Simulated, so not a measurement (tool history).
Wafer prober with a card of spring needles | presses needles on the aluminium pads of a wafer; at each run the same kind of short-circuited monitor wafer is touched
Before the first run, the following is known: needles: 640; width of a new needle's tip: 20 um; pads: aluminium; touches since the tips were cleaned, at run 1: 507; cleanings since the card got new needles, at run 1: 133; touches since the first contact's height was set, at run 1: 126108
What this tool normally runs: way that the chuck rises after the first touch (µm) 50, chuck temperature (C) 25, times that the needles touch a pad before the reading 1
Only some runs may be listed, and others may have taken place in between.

run   hour  way that the chuck rises after the first touch (µm)  chuck temperature (C)  times that the needles touch a pad before the reading  touches since the tips were cleaned  cleanings since the card got new needles  touches since the first contact's height was set  resistance of one needle with its contact and lead (mohm)  way that a needle slides on the pad (µm)
  1    0.0                                                   50                     25                                                      1                                  507                                       133                                            126108                                                        202                                      9.07
       5.2  -- tips cleaned on abrasive film
      11.6  -- tips cleaned on abrasive film
      16.8  -- tips cleaned on abrasive film
      23.3  -- tips cleaned on abrasive film
      29.7  -- tips cleaned on abrasive film
      36.2  -- tips cleaned on abrasive film
      41.4  -- tips cleaned on abrasive film
      47.8  -- tips cleaned on abrasive film
      54.3  -- tips cleaned on abrasive film
  2   57.3                                                   50                     25                                                      1                                 1838                                       142                                            160918                                                        272                                      8.86
      59.9  -- tips cleaned on abrasive film
      66.4  -- tips cleaned on abrasive film
      72.8  -- tips cleaned on abrasive film
      79.3  -- tips cleaned on abrasive film
      85.7  -- tips cleaned on abrasive film
      92.2  -- tips cleaned on abrasive film
      98.7  -- tips cleaned on abrasive film
     105.1  -- tips cleaned on abrasive film
     105.4  -- height of the first contact set anew
     111.9  -- tips cleaned on abrasive film
     117.1  -- tips cleaned on abrasive film
  3  118.7                                                   50                     88                                                      1                                 1005                                       152                                              8071                                                        227                                      9.32
     122.6  -- tips cleaned on abrasive film
     129.1  -- tips cleaned on abrasive film
     135.5  -- tips cleaned on abrasive film
     142.0  -- tips cleaned on abrasive film
     148.4  -- tips cleaned on abrasive film
     154.9  -- tips cleaned on abrasive film
     160.1  -- tips cleaned on abrasive film
     166.5  -- tips cleaned on abrasive film
     173.0  -- tips cleaned on abrasive film
     179.5  -- tips cleaned on abrasive film
     185.9  -- tips cleaned on abrasive film
  4  186.7                                                   50                     88                                                      1                                  509                                       163                                             49403                                                        201                                      9.27
     191.9  -- tips cleaned on abrasive film
     198.4  -- tips cleaned on abrasive film
     204.8  -- tips cleaned on abrasive film
     211.3  -- tips cleaned on abrasive film
     217.7  -- tips cleaned on abrasive film
     224.2  -- tips cleaned on abrasive film
     229.7  -- tips cleaned on abrasive film
  5  229.7                                                   50                     88                                                      1                                    0                                       170                                             75495                                                        152                                      9.21
     236.1  -- tips cleaned on abrasive film
     242.6  -- tips cleaned on abrasive film
     249.1  -- tips cleaned on abrasive film
     254.2  -- tips cleaned on abrasive film
     260.7  -- tips cleaned on abrasive film
     267.2  -- tips cleaned on abrasive film
     273.6  -- tips cleaned on abrasive film
     280.1  -- tips cleaned on abrasive film
     286.5  -- tips cleaned on abrasive film
     293.0  -- tips cleaned on abrasive film
     299.4  -- tips cleaned on abrasive film
     305.9  -- tips cleaned on abrasive film
     312.4  -- tips cleaned on abrasive film
  6  312.6                                                   50                     88                                                      1                                  161                                       183                                            125895                                                        177                                      8.94
     317.8  -- tips cleaned on abrasive film
     323.0  -- tips cleaned on abrasive film
     329.5  -- tips cleaned on abrasive film
     335.9  -- tips cleaned on abrasive film
     342.4  -- tips cleaned on abrasive film
     347.6  -- tips cleaned on abrasive film
  7  350.4                                                   50                     88                                                      1                                 1740                                       189                                            148832                                                        288                                      8.88
     353.0  -- tips cleaned on abrasive film
     359.5  -- tips cleaned on abrasive film
     364.7  -- tips cleaned on abrasive film
     371.1  -- tips cleaned on abrasive film
     377.6  -- tips cleaned on abrasive film
     384.0  -- tips cleaned on abrasive film
     389.2  -- tips cleaned on abrasive film
     395.7  -- tips cleaned on abrasive film
  8  398.2                                                   50                     88                                                      1                                 1562                                       197                                            177868                                                        284                                      8.77
     402.1  -- tips cleaned on abrasive film
     407.3  -- tips cleaned on abrasive film
     413.8  -- tips cleaned on abrasive film
     419.1  -- height of the first contact set anew
     420.5  -- tips cleaned on abrasive film
     427.0  -- tips cleaned on abrasive film
     433.4  -- tips cleaned on abrasive film
     439.9  -- tips cleaned on abrasive film
     446.3  -- tips cleaned on abrasive film
     452.8  -- tips cleaned on abrasive film
  9  452.8                                                   57                     40                                                      1                                    0                                       206                                             20402                                                        134                                     10.63
     458.0  -- tips cleaned on abrasive film
     464.4  -- tips cleaned on abrasive film
     470.9  -- tips cleaned on abrasive film
     477.3  -- tips cleaned on abrasive film
     483.8  -- tips cleaned on abrasive film
     490.3  -- tips cleaned on abrasive film
     496.7  -- tips cleaned on abrasive film
     503.2  -- tips cleaned on abrasive film
     509.6  -- tips cleaned on abrasive film
     516.1  -- tips cleaned on abrasive film
     522.5  -- tips cleaned on abrasive film
 10  526.5                                                   57                     40                                                      1                                 2456                                       217                                             65249                                                        265                                     10.47
     527.9  -- tips cleaned on abrasive film
     534.3  -- tips cleaned on abrasive film
     540.8  -- tips cleaned on abrasive film
     547.3  -- tips cleaned on abrasive film
     553.7  -- tips cleaned on abrasive film
     558.9  -- tips cleaned on abrasive film
     565.4  -- tips cleaned on abrasive film
     571.8  -- tips cleaned on abrasive film
     577.0  -- tips cleaned on abrasive film
     583.5  -- tips cleaned on abrasive film
     589.9  -- tips cleaned on abrasive film
     596.4  -- tips cleaned on abrasive film
 11  597.6                                                   59                     33                                                      3                                  758                                       229                                            108394                                                        148                                     10.83
     602.8  -- tips cleaned on abrasive film
     608.0  -- tips cleaned on abrasive film
     614.4  -- tips cleaned on abrasive film
     620.9  -- tips cleaned on abrasive film
     627.3  -- tips cleaned on abrasive film
     633.8  -- tips cleaned on abrasive film
     640.3  -- tips cleaned on abrasive film
     646.7  -- tips cleaned on abrasive film
     653.2  -- tips cleaned on abrasive film
     659.6  -- tips cleaned on abrasive film
     664.8  -- tips cleaned on abrasive film
 12  668.3                                                   50                     82                                                      3                                 2133                                       240                                            151348                                                        210                                      8.86
     670.9  -- tips cleaned on abrasive film
     677.4  -- tips cleaned on abrasive film
     683.8  -- tips cleaned on abrasive film
     689.0  -- tips cleaned on abrasive film
     695.5  -- tips cleaned on abrasive film
     700.7  -- tips cleaned on abrasive film
     707.1  -- tips cleaned on abrasive film
     713.6  -- tips cleaned on abrasive film
     720.0  -- tips cleaned on abrasive film
     725.2  -- tips cleaned on abrasive film
     731.7  -- tips cleaned on abrasive film
     732.0  -- height of the first contact set anew
     738.4  -- tips cleaned on abrasive film
     744.9  -- tips cleaned on abrasive film
     751.3  -- tips cleaned on abrasive film
 13  751.7                                                   61                     25                                                      1                                  240                                       254                                             12014                                                        159                                     11.49
     756.9  -- tips cleaned on abrasive film
     763.4  -- tips cleaned on abrasive film
     769.8  -- tips cleaned on abrasive film
     776.3  -- tips cleaned on abrasive film
     782.7  -- tips cleaned on abrasive film
     789.2  -- tips cleaned on abrasive film
     794.4  -- tips cleaned on abrasive film
     800.8  -- tips cleaned on abrasive film
     807.3  -- tips cleaned on abrasive film
 14  807.9                                                   57                     87                                                      2                                  375                                       263                                             46141                                                        164                                     10.60
     813.1  -- tips cleaned on abrasive film
     819.5  -- tips cleaned on abrasive film
     826.0  -- tips cleaned on abrasive film
     831.2  -- tips cleaned on abrasive film
     837.6  -- tips cleaned on abrasive film
     844.1  -- tips cleaned on abrasive film
 15  844.9                                                   57                     87                                                      2                                  493                                       269                                             68615                                                        178                                     10.61
     850.1  -- tips cleaned on abrasive film
     856.5  -- tips cleaned on abrasive film
     863.0  -- tips cleaned on abrasive film
     869.5  -- tips cleaned on abrasive film
     875.9  -- tips cleaned on abrasive film
     882.4  -- tips cleaned on abrasive film
     887.6  -- tips cleaned on abrasive film
     894.0  -- tips cleaned on abrasive film
     900.5  -- tips cleaned on abrasive film
     906.9  -- tips cleaned on abrasive film
     913.4  -- tips cleaned on abrasive film
     919.8  -- tips cleaned on abrasive film
     926.3  -- tips cleaned on abrasive film
     932.8  -- tips cleaned on abrasive film
 16  933.9                                                   66                     36                                                      1                                  704                                       283                                            122699                                                        179                                     12.00

Below are 4 alternative next runs, each starting from the tool's condition after run 16. Predict each:
     939.1  -- tips cleaned on abrasive film
     944.3  -- tips cleaned on abrasive film
     950.7  -- tips cleaned on abrasive film
     957.2  -- tips cleaned on abrasive film
     962.4  -- tips cleaned on abrasive film
     968.8  -- tips cleaned on abrasive film
     975.3  -- tips cleaned on abrasive film
     981.7  -- tips cleaned on abrasive film
  A  981.9                                                   58                     90                                                      1                                  133                                       291                                            151877                                                          ?                                         ?
     939.1  -- tips cleaned on abrasive film
     944.3  -- tips cleaned on abrasive film
     950.7  -- tips cleaned on abrasive film
     957.2  -- tips cleaned on abrasive film
     962.4  -- tips cleaned on abrasive film
     968.8  -- tips cleaned on abrasive film
     975.3  -- tips cleaned on abrasive film
     981.7  -- tips cleaned on abrasive film
  B  981.9                                                   40                     36                                                      1                                  133                                       291                                            151877                                                          ?                                         ?
     939.1  -- tips cleaned on abrasive film
     944.3  -- tips cleaned on abrasive film
     950.7  -- tips cleaned on abrasive film
     957.2  -- tips cleaned on abrasive film
     962.4  -- tips cleaned on abrasive film
     968.8  -- tips cleaned on abrasive film
     975.3  -- tips cleaned on abrasive film
     981.7  -- tips cleaned on abrasive film
  C  981.9                                                   40                     63                                                      2                                  133                                       291                                            151877                                                          ?                                         ?
     939.1  -- tips cleaned on abrasive film
     944.3  -- tips cleaned on abrasive film
     950.7  -- tips cleaned on abrasive film
     957.2  -- tips cleaned on abrasive film
     962.4  -- tips cleaned on abrasive film
     968.8  -- tips cleaned on abrasive film
     975.3  -- tips cleaned on abrasive film
     981.7  -- tips cleaned on abrasive film
  D  981.9                                                   34                     25                                                      1                                  133                                       291                                            151877                                                          ?                                         ?

run  resistance of one needle with its contact and lead (mohm)  way that a needle slides on the pad (µm)
  A                                                        169                                     10.41
  B                                                        220                                      7.05
  C                                                        194                                      7.06
  D                                                        257                                      5.76
Stripped of hidden state, with their random variation kept, the same runs would have yielded:
run  resistance of one needle with its contact and lead (mohm)  way that a needle slides on the pad (µm)
  A                                                        127                                     11.01
  B                                                        132                                      7.65
  C                                                        134                                      7.66
  D                                                        134                                      6.36

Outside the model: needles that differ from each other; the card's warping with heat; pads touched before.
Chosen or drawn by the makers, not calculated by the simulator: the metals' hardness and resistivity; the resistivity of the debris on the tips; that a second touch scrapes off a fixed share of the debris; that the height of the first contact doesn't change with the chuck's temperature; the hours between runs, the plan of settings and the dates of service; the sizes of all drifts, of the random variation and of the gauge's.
